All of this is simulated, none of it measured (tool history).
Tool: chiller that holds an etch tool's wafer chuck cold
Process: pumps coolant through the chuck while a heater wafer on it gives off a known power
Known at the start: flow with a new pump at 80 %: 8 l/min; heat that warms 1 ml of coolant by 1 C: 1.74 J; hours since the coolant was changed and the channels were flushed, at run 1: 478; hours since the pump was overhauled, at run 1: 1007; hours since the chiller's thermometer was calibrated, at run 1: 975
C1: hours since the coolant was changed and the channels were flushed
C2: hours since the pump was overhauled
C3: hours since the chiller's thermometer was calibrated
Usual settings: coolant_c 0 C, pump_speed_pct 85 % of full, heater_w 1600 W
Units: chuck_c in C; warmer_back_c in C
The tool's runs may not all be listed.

Run 1, hour 0: usual settings; C1 478; C2 1007; C3 975. Result: chuck_c 20 C, warmer_back_c 6.49 C.
Run 2, hour 14.6: usual settings but coolant_c 10 C; C1 493; C2 1021; C3 990. Result: chuck_c 29.9 C, warmer_back_c 6.48 C.
Run 3, hour 39.6: usual settings but coolant_c 10 C; C1 518; C2 1046; C3 1015. Result: chuck_c 29.8 C, warmer_back_c 6.48 C.
Run 4, hour 53.7: usual settings but coolant_c 10 C; C1 532; C2 1060; C3 1029. Result: chuck_c 29.8 C, warmer_back_c 6.48 C.
Run 5, hour 67.7: usual settings but coolant_c 10 C; C1 546; C2 1074; C3 1043. Result: chuck_c 29.9 C, warmer_back_c 6.51 C.
Run 6, hour 94.9: usual settings but coolant_c 10 C; C1 573; C2 1101; C3 1070. Result: chuck_c 29.9 C, warmer_back_c 6.43 C.
Run 7, hour 122.1: usual settings but coolant_c 10 C; C1 600; C2 1129; C3 1097. Result: chuck_c 30.1 C, warmer_back_c 6.36 C.
Run 8, hour 151: usual settings but coolant_c 10 C; C1 629; C2 1158; C3 1126. Result: chuck_c 30 C, warmer_back_c 6.37 C.
Run 9, hour 181.1: usual settings but pump_speed_pct 78 % of full; C1 659; C2 1188; C3 1156. Result: chuck_c 20.9 C, warmer_back_c 7 C.
Run 10, hour 197.4: usual settings but pump_speed_pct 78 % of full; C1 676; C2 1204; C3 1172. Result: chuck_c 21.1 C, warmer_back_c 6.97 C.
Run 11, hour 216.7: usual settings but pump_speed_pct 78 % of full; C1 695; C2 1223; C3 1192. Result: chuck_c 21.3 C, warmer_back_c 6.96 C.
Run 12, hour 234.7: usual settings but pump_speed_pct 78 % of full; C1 713; C2 1241; C3 1210. Result: chuck_c 21.1 C, warmer_back_c 6.88 C.
Run 13, hour 252.5: usual settings but pump_speed_pct 76 % of full; C1 731; C2 1259; C3 1228. Result: chuck_c 21.5 C, warmer_back_c 7.14 C.
Run 14, hour 271.6: usual settings but pump_speed_pct 76 % of full; C1 750; C2 1278; C3 1247. Result: chuck_c 21.5 C, warmer_back_c 7.07 C.
Run 15, hour 286.1: usual settings but coolant_c 8 C, pump_speed_pct 69 % of full, heater_w 2371 W; C1 764; C2 1293; C3 1261. Result: chuck_c 42 C, warmer_back_c 11.68 C.
Run 16, hour 301.8: usual settings but coolant_c -9 C, heater_w 1457 W; C1 780; C2 1308; C3 1277. Result: chuck_c 9.1 C, warmer_back_c 5.64 C.
Run 17, hour 314.8: usual settings but heater_w 819 W; C1 793; C2 1321; C3 1290. Result: chuck_c 10.3 C, warmer_back_c 3.05 C.
Run 18, hour 343.3: usual settings but heater_w 819 W; C1 821; C2 1350; C3 1318. Result: chuck_c 10.4 C, warmer_back_c 3.02 C.
Run 19, hour 358.8: usual settings but coolant_c -2 C, heater_w 2184 W; C1 837; C2 1365; C3 1334. Result: chuck_c 25.3 C, warmer_back_c 8.56 C.
Run 20, hour 378.5: usual settings but coolant_c -2 C, pump_speed_pct 96 % of full, heater_w 1164 W; C1 857; C2 1385; C3 1354. Result: chuck_c 11.6 C, warmer_back_c 3.83 C.
Run 21, hour 409.4: usual settings but coolant_c -3 C, pump_speed_pct 68 % of full; C1 888; C2 1416; C3 1384. Result: chuck_c 20.2 C, warmer_back_c 7.86 C.
Run 22, hour 421.9: usual settings but coolant_c -3 C, pump_speed_pct 68 % of full; C1 900; C2 1428; C3 1397. Result: chuck_c 20.1 C, warmer_back_c 7.81 C.
Run 23, hour 445.5: usual settings but coolant_c -3 C, pump_speed_pct 68 % of full; C1 924; C2 1452; C3 1421. Result: chuck_c 20.3 C, warmer_back_c 7.81 C.
Run 24, hour 468.2: usual settings but coolant_c -3 C, pump_speed_pct 68 % of full; C1 946; C2 1475; C3 1443. Result: chuck_c 20.3 C, warmer_back_c 7.81 C.

The next listed run, before its measurement:
Run 25, hour 492.8: usual settings but heater_w 1570 W; C1 971; C2 1499; C3 1468. Result: chuck_c ?, warmer_back_c ?.

{"run 25": {"chuck_c": 19.5, "warmer_back_c": 5.96}}
Without the tool's hidden state the same run would have given chuck_c 19.5 C, warmer_back_c 6.39 C.

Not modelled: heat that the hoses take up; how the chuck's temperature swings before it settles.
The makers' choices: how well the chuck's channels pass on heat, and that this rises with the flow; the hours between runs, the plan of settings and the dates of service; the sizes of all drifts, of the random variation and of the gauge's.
